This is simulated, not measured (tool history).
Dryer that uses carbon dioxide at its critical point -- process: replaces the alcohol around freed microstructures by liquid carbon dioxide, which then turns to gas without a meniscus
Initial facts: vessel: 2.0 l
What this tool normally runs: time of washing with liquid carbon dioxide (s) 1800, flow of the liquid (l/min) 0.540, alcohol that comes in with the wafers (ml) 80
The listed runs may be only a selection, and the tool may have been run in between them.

run    day  time of washing with liquid carbon dioxide (s)  flow of the liquid (l/min)  alcohol that comes in with the wafers (ml)  alcohol left in the vessel before it's heated (ppm by volume)
  1  0.000                                            1800                       0.540                                          80                                                             90
  2  0.354                                            1800                       0.540                                          53                                                             86
  3  0.725                                            1800                       0.540                                          53                                                             81
  4  1.033                                            1800                       0.540                                          53                                                             87
  5  1.292                                            1800                       0.540                                          79                                                             95
  6  1.467                                            1800                       0.540                                          79                                                             98
  7  1.783                                            1800                       0.540                                          22                                                             84
  8  2.058                                            1800                       0.540                                          22                                                             89
  9  2.221                                            1800                       0.540                                          22                                                             80
 10  2.521                                            1800                       0.540                                          22                                                             86
 11  2.771                                            1800                       0.540                                          22                                                             89
 12  2.958                                            1380                       0.540                                          80                                                            227
 13  3.188                                            2640                       0.540                                          80                                                             90
 14  3.425                                            2640                       0.540                                          80                                                             79
 15  3.738                                            2640                       0.540                                          80                                                             91
 16  4.054                                            1560                       0.704                                          50                                                             92
 17  4.338                                            1800                       0.697                                          80                                                             85
 18  4.625                                            1800                       0.848                                          50                                                             91
 19  4.962                                            1800                       0.365                                          97                                                            426
 20  5.175                                            1800                       0.365                                          97                                                            423
 21  5.350                                            1200                       0.331                                          88                                                           2322
 22  5.588                                            1200                       0.331                                          88                                                           2265
 23  5.796                                            1800                       0.524                                          80                                                            138
 24  5.967                                            1800                       0.524                                          80                                                            136
 25  6.271                                            1800                       0.524                                          80                                                            121

Here are 4 independent what-if runs from the current tool condition. What would each one return?
  A  6.579                                            1800                       0.390                                          80                                                              ?
  B  6.579                                            2340                       0.449                                          27                                                              ?
  C  6.579                                            1800                       0.524                                          80                                                              ?
  D  6.579                                            2760                       0.505                                          21                                                              ?

run  alcohol left in the vessel before it's heated (ppm by volume)
  A                                                            302
  B                                                             98
  C                                                            132
  D                                                             97
The same runs, with their run-to-run variation unchanged, on a tool lacking any hidden condition would have given:
run  alcohol left in the vessel before it's heated (ppm by volume)
  A                                                            168
  B                                                              4
  C                                                             32
  D                                                              5
